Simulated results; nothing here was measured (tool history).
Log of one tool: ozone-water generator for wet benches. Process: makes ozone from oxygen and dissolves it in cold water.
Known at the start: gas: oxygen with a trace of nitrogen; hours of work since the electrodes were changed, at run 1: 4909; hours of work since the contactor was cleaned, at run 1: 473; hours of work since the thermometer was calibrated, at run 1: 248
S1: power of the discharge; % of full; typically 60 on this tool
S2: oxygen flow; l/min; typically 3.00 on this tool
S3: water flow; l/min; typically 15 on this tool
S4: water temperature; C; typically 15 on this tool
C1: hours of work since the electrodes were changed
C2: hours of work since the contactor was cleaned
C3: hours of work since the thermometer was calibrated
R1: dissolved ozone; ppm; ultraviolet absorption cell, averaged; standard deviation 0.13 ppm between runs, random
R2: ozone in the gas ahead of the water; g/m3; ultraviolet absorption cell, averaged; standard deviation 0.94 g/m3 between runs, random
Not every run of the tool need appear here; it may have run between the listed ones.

run,hour,S1,S2,S3,S4,C1,C2,C3,R1,R2
1,0.0,60,3.00,15,15,4909,473,248,10.7,134.2
2,116.9,60,3.00,15,15,5008,572,348,10.4,135.0
# hour 199.0: electrodes of the discharge changed
3,300.6,60,3.00,15,15,86,723,499,12.1,158.6
4,423.4,60,3.00,15,15,191,827,603,12.3,156.1
5,583.4,60,3.00,15,15,326,963,739,12.0,156.9
6,804.8,60,3.00,15,15,514,1151,927,12.2,154.8
7,957.6,60,3.00,15,15,644,1281,1057,12.0,154.8
8,1111.7,60,3.00,15,15,775,1411,1187,12.2,153.3
9,1307.4,60,3.00,15,15,941,1578,1354,11.8,154.4
10,1408.0,83,3.00,15,15,1027,1663,1439,15.1,197.6
11,1591.4,83,3.00,15,15,1182,1819,1595,14.9,194.9
12,1743.8,83,3.00,20,15,1312,1948,1724,11.1,195.1
13,1854.3,81,1.58,20,7,1406,2042,1818,9.0,251.3
14,1946.4,81,1.58,20,7,1484,2120,1896,9.1,249.8
15,2118.3,81,1.58,20,7,1630,2266,2042,8.8,248.8
16,2220.0,89,3.00,20,13,1716,2353,2129,11.3,203.9
17,2418.7,89,3.00,20,13,1885,2521,2297,11.4,202.2
18,2512.1,94,3.00,12,13,1964,2601,2377,20.5,209.5
19,2633.4,97,1.80,20,8,2067,2704,2480,10.4,265.4
20,2757.0,97,1.80,20,8,2172,2809,2585,10.5,261.0
21,2851.7,76,1.71,15,12,2253,2889,2665,11.6,224.7
22,2999.4,76,1.71,15,12,2378,3014,2790,11.7,221.9

Hidden state or all else? Some run-to-run changes of R1, split into what the settings, what came in and random variation would give without the hidden state, and what is left for the hidden state (with any gauge scatter that isn't in both results):
Hidden state present: yield of the discharge, % of new electrodes'; contactor's efficiency, % of a clean one's; true water temperature over the reading, C; drift of the gauge itself on ozone_ppm, %; drift of the gauge itself on gas_g_m3, %.
Run 2 -> 3: electrodes of the discharge changed. R1 +1.7 ppm: hidden state +1.7, all else +0.0.
Run 17 -> 18: S1 89 -> 94, S3 20 -> 12. R1 +9.1 ppm: hidden state -1.3, all else +10.4.
Run 18 -> 19: S1 94 -> 97, S2 3.00 -> 1.80, S3 12 -> 20, S4 13 -> 8. R1 -10.1 ppm: hidden state +1.2, all else -11.3.

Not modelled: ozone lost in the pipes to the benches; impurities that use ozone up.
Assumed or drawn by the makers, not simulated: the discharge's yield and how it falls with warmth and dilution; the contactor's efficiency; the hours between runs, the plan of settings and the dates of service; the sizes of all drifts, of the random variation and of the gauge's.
